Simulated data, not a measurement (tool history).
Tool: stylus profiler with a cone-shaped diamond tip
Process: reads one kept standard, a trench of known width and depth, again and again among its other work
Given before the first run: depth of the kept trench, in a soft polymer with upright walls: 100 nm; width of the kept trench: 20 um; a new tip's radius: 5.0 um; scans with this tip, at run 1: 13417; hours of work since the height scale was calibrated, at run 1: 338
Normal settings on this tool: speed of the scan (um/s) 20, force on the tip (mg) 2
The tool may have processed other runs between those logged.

run,day,speed of the scan (um/s),force on the tip (mg),scans with this tip,hours of work since the height scale was calibrated,depth of the trench (nm),width of the trench's floor (µm)
1,0,20,2,13417,338,101.28,17.82
2,2.092,20,2,13629,376,101.12,17.84
3,5.062,20,2,13930,431,101.26,17.86
4,8.596,20,1.16,14288,496,100.87,17.81
5,10.079,20,1.16,14439,524,100.83,17.82
6,12.333,20,2,14667,565,101.23,17.89
7,14.712,20,2,14909,609,101.32,17.81
8,16.771,20,2,15117,647,101.19,17.83
9,19.121,20,2,15355,691,101.18,17.86
10,20.812,20,2,15527,722,101.29,17.88
11,22.4,20,3.39,15688,751,101.79,17.89
12,25.567,20,3.39,16009,810,101.69,17.88
13,27.729,20,0.67,16228,850,100.65,17.72
14,30.038,10,5.48,16462,892,102.45,17.91
15,32.875,68,1.09,16750,945,100.76,17.34
# day 34.588: height scale calibrated on a step standard
16,35.417,68,4.74,17006,15,102.27,17.67
17,37.192,8,2,17186,48,101.22,17.88
18,39.267,12,4.48,17396,86,102.14,17.94
19,41.467,37,5.22,17619,127,102.41,17.8
20,44.862,37,5.22,17963,190,102.46,17.84
21,47.371,17,1.73,18218,236,101.03,17.85
22,49.729,17,1.73,18457,279,101.12,17.87
# day 50.462: new tip fitted, height scale calibrated
23,53.229,17,1.73,280,51,101.05,17.85
24,56.321,17,1.73,594,108,101.12,17.88
25,58.654,13,5.8,830,151,102.53,17.96

Here are 5 independent what-if runs from the current tool condition. What would each one return?
A,61.142,10,1.31,1082,197,?,?
B,61.142,31,0.81,1082,197,?,?
C,61.142,11,5.8,1082,197,?,?
D,61.142,9,5.8,1082,197,?,?
E,61.142,47,2.46,1082,197,?,?

run,depth of the trench (nm),width of the trench's floor (µm)
A,100.81,17.97
B,100.78,17.65
C,102.54,17.97
D,102.65,17.96
E,101.45,17.75
Without the tool's unlogged condition, the same runs would have read:
run,depth of the trench (nm),width of the trench's floor (µm)
A,100.81,17.97
B,100.78,17.65
C,102.54,17.97
D,102.65,17.96
E,101.45,17.75
